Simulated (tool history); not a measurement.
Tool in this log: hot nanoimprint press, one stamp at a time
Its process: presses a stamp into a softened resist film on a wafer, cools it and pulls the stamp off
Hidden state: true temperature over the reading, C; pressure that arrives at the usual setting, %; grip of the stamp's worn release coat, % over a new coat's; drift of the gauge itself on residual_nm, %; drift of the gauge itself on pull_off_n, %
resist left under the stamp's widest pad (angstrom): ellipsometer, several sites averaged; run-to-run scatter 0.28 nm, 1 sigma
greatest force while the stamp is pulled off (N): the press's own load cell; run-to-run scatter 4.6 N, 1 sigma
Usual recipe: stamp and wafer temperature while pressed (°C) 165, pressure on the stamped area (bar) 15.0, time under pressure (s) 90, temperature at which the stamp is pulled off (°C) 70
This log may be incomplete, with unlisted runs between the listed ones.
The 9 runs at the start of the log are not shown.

run,day,stamp and wafer temperature while pressed (°C),pressure on the stamped area (bar),time under pressure (s),temperature at which the stamp is pulled off (°C),hours of work since the thermocouple was calibrated,imprints on the stamp's release coat,hours of work since the press's seals were changed,resist left under the stamp's widest pad (angstrom),greatest force while the stamp is pulled off (N)
10,26.233,165,15.0,55,70,164,1051,381,1524,229
11,29.679,165,15.0,90,59,207,1367,423,1300,295
12,32.629,165,15.0,177,59,243,1637,460,998,290
# day 34.400: stamp cleaned and given a new release coat
13,36.596,165,15.0,177,59,289,201,506,996,306
14,40.479,165,15.0,177,59,337,557,554,993,296
15,42.129,165,15.0,177,77,357,708,574,991,176
16,44.712,165,15.0,177,77,389,945,606,988,183
17,46.892,165,15.0,90,62,416,1145,633,1283,274
18,50.767,176,22.9,95,70,464,1501,680,706,231
# day 52.629: plate thermocouple calibrated
19,53.275,157,15.7,123,69,8,1719,710,1501,234
# day 54.142: stamp cleaned and given a new release coat
20,57.388,157,15.7,123,69,56,297,758,1497,235
21,59.471,157,15.7,123,69,81,488,783,1499,225
22,62.617,154,14.1,113,73,120,777,822,1739,199
23,64.846,165,20.3,90,70,148,981,850,1136,229
24,67.108,156,10.1,53,72,176,1189,878,2068,207
25,70.967,165,21.0,162,70,223,1543,925,878,219
# day 73.650: stamp cleaned and given a new release coat
26,74.283,165,15.5,92,70,261,58,963,1246,226
27,76.346,173,9.5,90,58,287,247,988,1171,293
28,78.821,173,9.5,90,58,317,474,1019,1175,301
# day 79.100: gauge calibrated
29,81.362,173,9.5,90,58,348,707,1050,1193,288
30,84.321,173,11.0,90,77,385,978,1087,1127,178

Consider 4 possible next runs. They are alternatives, not a sequence: every one starts from the tool as it was left by run 30. What does each give?
A,87.162,153,15.0,90,74,420,1239,1122,?,?
B,87.162,165,15.0,90,74,420,1239,1122,?,?
C,87.162,165,15.0,56,70,420,1239,1122,?,?
D,87.162,176,12.4,90,70,420,1239,1122,?,?

run,resist left under the stamp's widest pad (angstrom),greatest force while the stamp is pulled off (N)
A,1891,202
B,1300,192
C,1520,226
D,964,218
With the hidden condition removed and each run's random variation left untouched, the same runs would have given:
run,resist left under the stamp's widest pad (angstrom),greatest force while the stamp is pulled off (N)
A,1894,201
B,1302,191
C,1522,225
D,966,217

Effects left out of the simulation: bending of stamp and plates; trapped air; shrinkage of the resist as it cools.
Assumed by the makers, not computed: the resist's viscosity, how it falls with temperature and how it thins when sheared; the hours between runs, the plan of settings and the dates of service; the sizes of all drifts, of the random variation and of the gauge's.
